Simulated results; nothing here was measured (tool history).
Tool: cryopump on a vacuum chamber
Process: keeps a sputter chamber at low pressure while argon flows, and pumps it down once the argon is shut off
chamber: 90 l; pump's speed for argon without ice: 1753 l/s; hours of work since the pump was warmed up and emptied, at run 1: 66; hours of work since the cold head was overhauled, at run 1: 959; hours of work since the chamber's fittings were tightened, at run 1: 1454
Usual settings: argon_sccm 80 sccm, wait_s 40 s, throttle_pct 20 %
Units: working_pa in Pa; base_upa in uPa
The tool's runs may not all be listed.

run   hour  argon_sccm  wait_s  throttle_pct  hours of work since the pump was warmed up and emptied  hours of work since the cold head was overhauled  hours of work since the chamber's fittings were tightened  working_pa  base_upa
  1    0.0          80      40            20                                                      66                                               959                                                       1454      0.3891      2.52
  2   25.7          80      40            20                                                      84                                               976                                                       1472      0.3902      2.57
  3   60.2          80      40            20                                                     107                                               999                                                       1495      0.3918      2.63
  4   83.9          80      40            20                                                     123                                              1015                                                       1511      0.3934      2.64
  5  119.2          32      40            20                                                     146                                              1039                                                       1534      0.1592      2.67
  6  136.3          32      40            20                                                     158                                              1050                                                       1546      0.1587      2.63
  7  172.6          80      40            20                                                     182                                              1075                                                       1570      0.3948      2.73
  8  207.6          80      40            18                                                     206                                              1098                                                       1594      0.4414      2.77
  9  230.0          80      40            47                                                     221                                              1113                                                       1609      0.1795      2.72
 10  250.1          80     232            20                                                     234                                              1127                                                       1622      0.4011      1.52
 11  269.8          80     232            20                                                     248                                              1140                                                       1636      0.4015      1.53

The next listed run, before its measurement:
 12  290.9          80     232            20                                                     262                                              1154                                                       1650           ?         ?

working_pa: 0.4031 Pa
base_upa: 1.60 uPa
Without the tool's hidden state the same run would have given working_pa 0.3855 Pa, base_upa 0.43 uPa.
